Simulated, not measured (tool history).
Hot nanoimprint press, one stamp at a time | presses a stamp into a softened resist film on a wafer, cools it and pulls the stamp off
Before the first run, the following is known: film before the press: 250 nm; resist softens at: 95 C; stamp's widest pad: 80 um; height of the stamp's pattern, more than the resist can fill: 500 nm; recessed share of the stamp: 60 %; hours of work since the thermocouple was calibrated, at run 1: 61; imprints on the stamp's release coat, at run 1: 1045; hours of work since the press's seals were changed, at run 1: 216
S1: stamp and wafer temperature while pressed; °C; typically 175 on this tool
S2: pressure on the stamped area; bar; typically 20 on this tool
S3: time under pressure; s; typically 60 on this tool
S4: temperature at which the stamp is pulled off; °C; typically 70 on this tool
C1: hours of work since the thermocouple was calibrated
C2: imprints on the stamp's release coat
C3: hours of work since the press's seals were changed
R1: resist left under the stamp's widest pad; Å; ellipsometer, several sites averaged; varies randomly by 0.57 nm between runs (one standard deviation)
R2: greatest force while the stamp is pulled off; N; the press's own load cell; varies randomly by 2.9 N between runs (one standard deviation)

{"run": 1, "day": 0.0, "S1": 175, "S2": 20, "S3": 60, "S4": 70, "C1": 61, "C2": 1045, "C3": 216, "R1": 952, "R2": 230}
{"run": 2, "day": 0.733, "S1": 175, "S2": 20, "S3": 60, "S4": 70, "C1": 73, "C2": 1125, "C3": 228, "R1": 955, "R2": 230}
{"run": 3, "day": 1.125, "S1": 175, "S2": 20, "S3": 60, "S4": 70, "C1": 79, "C2": 1168, "C3": 235, "R1": 961, "R2": 232}
{"run": 4, "day": 1.533, "S1": 175, "S2": 20, "S3": 60, "S4": 70, "C1": 86, "C2": 1213, "C3": 242, "R1": 960, "R2": 227}
{"run": 5, "day": 1.967, "S1": 175, "S2": 20, "S3": 42, "S4": 70, "C1": 93, "C2": 1261, "C3": 249, "R1": 1118, "R2": 227}
{"run": 6, "day": 2.338, "S1": 175, "S2": 20, "S3": 42, "S4": 70, "C1": 100, "C2": 1301, "C3": 255, "R1": 1104, "R2": 223}
{"day": 3.225, "done": "stamp cleaned and given a new release coat"}
{"run": 7, "day": 3.233, "S1": 175, "S2": 20, "S3": 60, "S4": 70, "C1": 111, "C2": 1, "C3": 266, "R1": 962, "R2": 213}
{"run": 8, "day": 3.908, "S1": 175, "S2": 20, "S3": 60, "S4": 70, "C1": 122, "C2": 75, "C3": 277, "R1": 963, "R2": 211}
{"run": 9, "day": 4.562, "S1": 175, "S2": 20.9, "S3": 60, "S4": 70, "C1": 133, "C2": 146, "C3": 288, "R1": 941, "R2": 210}
{"run": 10, "day": 5.088, "S1": 175, "S2": 20, "S3": 60, "S4": 70, "C1": 142, "C2": 204, "C3": 297, "R1": 964, "R2": 214}
{"run": 11, "day": 5.954, "S1": 184, "S2": 20, "S3": 60, "S4": 70, "C1": 156, "C2": 299, "C3": 311, "R1": 754, "R2": 219}
{"run": 12, "day": 6.7, "S1": 184, "S2": 20, "S3": 60, "S4": 70, "C1": 168, "C2": 381, "C3": 324, "R1": 745, "R2": 214}
{"run": 13, "day": 7.417, "S1": 184, "S2": 20, "S3": 60, "S4": 70, "C1": 181, "C2": 460, "C3": 336, "R1": 758, "R2": 219}
{"run": 14, "day": 8.208, "S1": 180, "S2": 20, "S3": 60, "S4": 70, "C1": 194, "C2": 547, "C3": 349, "R1": 835, "R2": 220}
{"run": 15, "day": 8.929, "S1": 180, "S2": 20, "S3": 60, "S4": 70, "C1": 206, "C2": 626, "C3": 361, "R1": 838, "R2": 221}
{"run": 16, "day": 9.475, "S1": 180, "S2": 30.2, "S3": 33, "S4": 66, "C1": 215, "C2": 686, "C3": 370, "R1": 900, "R2": 236}
{"run": 17, "day": 10.079, "S1": 180, "S2": 30.2, "S3": 33, "S4": 66, "C1": 225, "C2": 752, "C3": 380, "R1": 904, "R2": 245}
{"run": 18, "day": 10.683, "S1": 184, "S2": 23.1, "S3": 56, "S4": 64, "C1": 235, "C2": 819, "C3": 391, "R1": 726, "R2": 251}
{"run": 19, "day": 11.458, "S1": 171, "S2": 25.8, "S3": 56, "S4": 64, "C1": 248, "C2": 904, "C3": 404, "R1": 1005, "R2": 247}
{"run": 20, "day": 12.312, "S1": 171, "S2": 25.8, "S3": 56, "S4": 64, "C1": 262, "C2": 998, "C3": 418, "R1": 1016, "R2": 261}
{"run": 21, "day": 13.038, "S1": 171, "S2": 25.8, "S3": 56, "S4": 64, "C1": 275, "C2": 1078, "C3": 430, "R1": 1014, "R2": 262}
{"run": 22, "day": 13.654, "S1": 171, "S2": 25.8, "S3": 56, "S4": 64, "C1": 285, "C2": 1145, "C3": 440, "R1": 998, "R2": 259}
{"day": 13.829, "done": "plate thermocouple calibrated"}
{"run": 23, "day": 14.604, "S1": 175, "S2": 20, "S3": 71, "S4": 70, "C1": 13, "C2": 1236, "C3": 454, "R1": 903, "R2": 228}
{"run": 24, "day": 15.008, "S1": 180, "S2": 20, "S3": 57, "S4": 70, "C1": 20, "C2": 1280, "C3": 461, "R1": 864, "R2": 237}
{"run": 25, "day": 15.508, "S1": 184, "S2": 20, "S3": 60, "S4": 70, "C1": 28, "C2": 1335, "C3": 469, "R1": 760, "R2": 234}
{"day": 16.071, "done": "stamp cleaned and given a new release coat"}
{"run": 26, "day": 16.508, "S1": 184, "S2": 20, "S3": 60, "S4": 70, "C1": 41, "C2": 49, "C3": 482, "R1": 761, "R2": 212}
{"run": 27, "day": 16.917, "S1": 184, "S2": 20, "S3": 47, "S4": 62, "C1": 47, "C2": 93, "C3": 489, "R1": 846, "R2": 256}
{"run": 28, "day": 17.733, "S1": 175, "S2": 15.5, "S3": 43, "S4": 70, "C1": 61, "C2": 183, "C3": 502, "R1": 1243, "R2": 214}
{"run": 29, "day": 18.096, "S1": 175, "S2": 26.5, "S3": 60, "S4": 70, "C1": 67, "C2": 223, "C3": 508, "R1": 858, "R2": 217}

Below are 4 alternative next runs, each starting from the tool's condition after run 29. Predict each:
{"run": "A", "day": 18.75, "S1": 175, "S2": 30.9, "S3": 60, "S4": 73, "C1": 78, "C2": 295, "C3": 519, "R1": "?", "R2": "?"}
{"run": "B", "day": 18.75, "S1": 165, "S2": 26.5, "S3": 94, "S4": 66, "C1": 78, "C2": 295, "C3": 519, "R1": "?", "R2": "?"}
{"run": "C", "day": 18.75, "S1": 180, "S2": 20.5, "S3": 73, "S4": 70, "C1": 78, "C2": 295, "C3": 519, "R1": "?", "R2": "?"}
{"run": "D", "day": 18.75, "S1": 174, "S2": 12.8, "S3": 60, "S4": 62, "C1": 78, "C2": 295, "C3": 519, "R1": "?", "R2": "?"}

run=A R1=799 R2=202
run=B R1=972 R2=227
run=C R1=771 R2=213
run=D R1=1208 R2=256
What these runs would have given with no unlogged condition in the tool:
run=A R1=767 R2=196
run=B R1=937 R2=221
run=C R1=749 R2=207
run=D R1=1185 R2=249

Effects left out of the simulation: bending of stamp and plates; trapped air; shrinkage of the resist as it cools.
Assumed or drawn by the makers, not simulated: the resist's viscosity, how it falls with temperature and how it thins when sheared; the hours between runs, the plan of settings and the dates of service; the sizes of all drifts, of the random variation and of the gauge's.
